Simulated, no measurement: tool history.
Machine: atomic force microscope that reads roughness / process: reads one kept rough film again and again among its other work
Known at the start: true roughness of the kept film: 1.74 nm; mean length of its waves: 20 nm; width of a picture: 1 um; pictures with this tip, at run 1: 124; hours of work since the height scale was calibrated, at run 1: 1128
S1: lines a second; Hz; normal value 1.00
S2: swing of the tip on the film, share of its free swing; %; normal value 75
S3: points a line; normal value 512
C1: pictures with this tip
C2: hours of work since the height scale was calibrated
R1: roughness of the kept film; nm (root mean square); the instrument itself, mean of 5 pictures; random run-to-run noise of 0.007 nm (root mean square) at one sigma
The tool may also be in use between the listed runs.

run 1 day=0.000 | S1=1.00 S2=75 S3=512 | C1=124 C2=1128 | R1=1.169
run 2 day=1.721 | S1=1.00 S2=75 S3=454 | C1=161 C2=1146 | R1=1.122
run 3 day=3.146 | S1=1.00 S2=75 S3=454 | C1=191 C2=1160 | R1=1.076
-- day=3.392 new tip fitted
run 4 day=4.908 | S1=1.00 S2=75 S3=454 | C1=32 C2=1179 | R1=1.351
run 5 day=7.383 | S1=1.00 S2=75 S3=454 | C1=85 C2=1204 | R1=1.247
run 6 day=9.854 | S1=1.00 S2=75 S3=512 | C1=137 C2=1230 | R1=1.163
-- day=12.562 new tip fitted
run 7 day=12.596 | S1=1.00 S2=75 S3=512 | C1=0 C2=1259 | R1=1.413
run 8 day=15.408 | S1=1.00 S2=75 S3=512 | C1=60 C2=1288 | R1=1.295
run 9 day=17.021 | S1=1.00 S2=75 S3=512 | C1=94 C2=1305 | R1=1.236
run 10 day=19.358 | S1=1.00 S2=75 S3=512 | C1=144 C2=1330 | R1=1.146
run 11 day=21.383 | S1=1.00 S2=64 S3=512 | C1=187 C2=1351 | R1=1.134
-- day=21.775 new tip fitted
run 12 day=23.362 | S1=0.90 S2=73 S3=1006 | C1=34 C2=1371 | R1=1.384
run 13 day=25.062 | S1=0.90 S2=73 S3=431 | C1=70 C2=1389 | R1=1.279
run 14 day=27.138 | S1=0.90 S2=73 S3=431 | C1=114 C2=1411 | R1=1.220
run 15 day=28.833 | S1=0.73 S2=57 S3=621 | C1=150 C2=1428 | R1=1.225
run 16 day=30.425 | S1=1.84 S2=62 S3=423 | C1=184 C2=1445 | R1=1.092
-- day=30.942 new tip fitted
run 17 day=31.696 | S1=1.00 S2=63 S3=512 | C1=16 C2=1458 | R1=1.441
run 18 day=33.546 | S1=1.00 S2=75 S3=896 | C1=55 C2=1477 | R1=1.313
run 19 day=35.171 | S1=1.00 S2=87 S3=512 | C1=90 C2=1494 | R1=1.171
run 20 day=36.946 | S1=2.91 S2=71 S3=508 | C1=127 C2=1513 | R1=1.066
run 21 day=39.029 | S1=1.00 S2=59 S3=464 | C1=172 C2=1535 | R1=1.149

Predict each of these 5 candidate next runs independently; none follows another, all start after run 21:
-- day=40.092 new tip fitted
run A day=41.221 | S1=0.93 S2=78 S3=792 | C1=24 C2=1557 | R1=?
-- day=40.092 new tip fitted
run B day=41.221 | S1=1.00 S2=81 S3=803 | C1=24 C2=1557 | R1=?
-- day=40.092 new tip fitted
run C day=41.221 | S1=2.89 S2=59 S3=807 | C1=24 C2=1557 | R1=?
-- day=40.092 new tip fitted
run D day=41.221 | S1=1.00 S2=75 S3=852 | C1=24 C2=1557 | R1=?
-- day=40.092 new tip fitted
run E day=41.221 | S1=1.00 S2=72 S3=464 | C1=24 C2=1557 | R1=?

run=A R1=1.369
run=B R1=1.343
run=C R1=1.357
run=D R1=1.378
run=E R1=1.373
Had the tool no hidden state, the same runs would have come out as:
run=A R1=1.427
run=B R1=1.400
run=C R1=1.414
run=D R1=1.436
run=E R1=1.431
